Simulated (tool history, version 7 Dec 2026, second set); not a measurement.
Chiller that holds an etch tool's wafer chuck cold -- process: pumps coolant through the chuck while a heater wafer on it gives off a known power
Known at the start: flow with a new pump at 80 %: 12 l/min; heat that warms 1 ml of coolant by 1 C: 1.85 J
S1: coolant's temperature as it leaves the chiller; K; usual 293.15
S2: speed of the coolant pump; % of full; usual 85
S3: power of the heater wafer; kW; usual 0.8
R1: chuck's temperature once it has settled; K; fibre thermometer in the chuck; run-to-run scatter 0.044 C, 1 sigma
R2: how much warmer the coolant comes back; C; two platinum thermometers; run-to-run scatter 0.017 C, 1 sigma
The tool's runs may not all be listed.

Run 1, hour 0: usual settings. Result: R1 298.12 K, R2 2.04 C.
Run 2, hour 118.5: usual settings but S1 288.15 K. Result: R1 293.05 K, R2 1.98 C.
Run 3, hour 235.5: usual settings but S1 288.15 K. Result: R1 293.02 K, R2 2.03 C.
Run 4, hour 396.2: usual settings but S1 288.15 K. Result: R1 293.02 K, R2 1.98 C.
Run 5, hour 602.2: usual settings but S1 295.15 K. Result: R1 300.09 K, R2 1.93 C.
Run 6, hour 746.9: usual settings but S1 295.15 K. Result: R1 300.07 K, R2 1.96 C.
Run 7, hour 867.4: usual settings but S1 295.15 K. Result: R1 299.95 K, R2 1.9 C.
Run 8, hour 1016.8: usual settings but S1 295.15 K. Result: R1 299.96 K, R2 1.94 C.

Run 9 has not been measured yet. What should we expect?
Run 9, hour 1177.8: usual settings but S1 295.15 K, S2 95 % of full. Result: R1 ?, R2 ?.

Run 9 measured R1 299.61 K, R2 1.64 C.
On a tool with no hidden condition, and with the same random variation, this run would have come out at R1 299.6 K, R2 1.82 C.
